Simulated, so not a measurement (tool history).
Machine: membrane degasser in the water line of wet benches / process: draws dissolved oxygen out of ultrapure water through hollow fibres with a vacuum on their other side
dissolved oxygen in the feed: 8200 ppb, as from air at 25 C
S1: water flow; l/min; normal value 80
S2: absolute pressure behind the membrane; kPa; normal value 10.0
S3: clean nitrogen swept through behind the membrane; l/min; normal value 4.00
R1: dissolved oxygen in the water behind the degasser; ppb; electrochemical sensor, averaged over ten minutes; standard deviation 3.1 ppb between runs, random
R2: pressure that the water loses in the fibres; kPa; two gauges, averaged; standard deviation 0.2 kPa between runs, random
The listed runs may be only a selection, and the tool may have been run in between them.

run,hour,S1,S2,S3,R1,R2
1,0.0,80,10.0,4.00,316.4,43.45
2,45.9,80,10.0,4.00,312.1,43.06
3,107.4,80,10.0,4.00,316.5,42.98
4,142.2,80,11.8,4.00,391.0,43.47
5,211.9,80,11.8,4.00,383.2,42.91
6,294.8,80,11.8,4.00,378.9,43.36
7,339.9,80,10.0,4.00,308.9,43.20
8,404.6,80,10.0,4.00,310.3,43.25
9,482.7,83,10.0,4.00,325.2,44.97
10,529.6,75,16.5,10.05,246.6,40.24
11,586.6,75,16.5,10.05,249.0,40.22
12,639.1,75,10.0,2.19,468.8,39.97
13,688.7,87,8.2,6.32,184.4,46.58
14,768.5,57,8.2,3.36,200.3,30.44
15,834.9,53,10.0,6.92,131.2,28.13
16,875.5,53,10.0,6.92,131.5,28.16

Below, some changes in R2 between adjacent runs. For each, the amount present without the hidden state too (settings, incoming material, random variation) and the amount remaining for the hidden state with gauge scatter not shared by both compared results:
Hidden state present: membrane still open, %; true pressure behind the membrane over the reading, kPa; air that leaks in behind the membrane, l/min; drift of the gauge itself on oxygen_ppb, %; drift of the gauge itself on loss_of_pressure_kpa, %.
Run 13 -> 14: S1 87 -> 57, S3 6.32 -> 3.36. R2 -16.14 kPa: hidden state +0.20, all else -16.34.
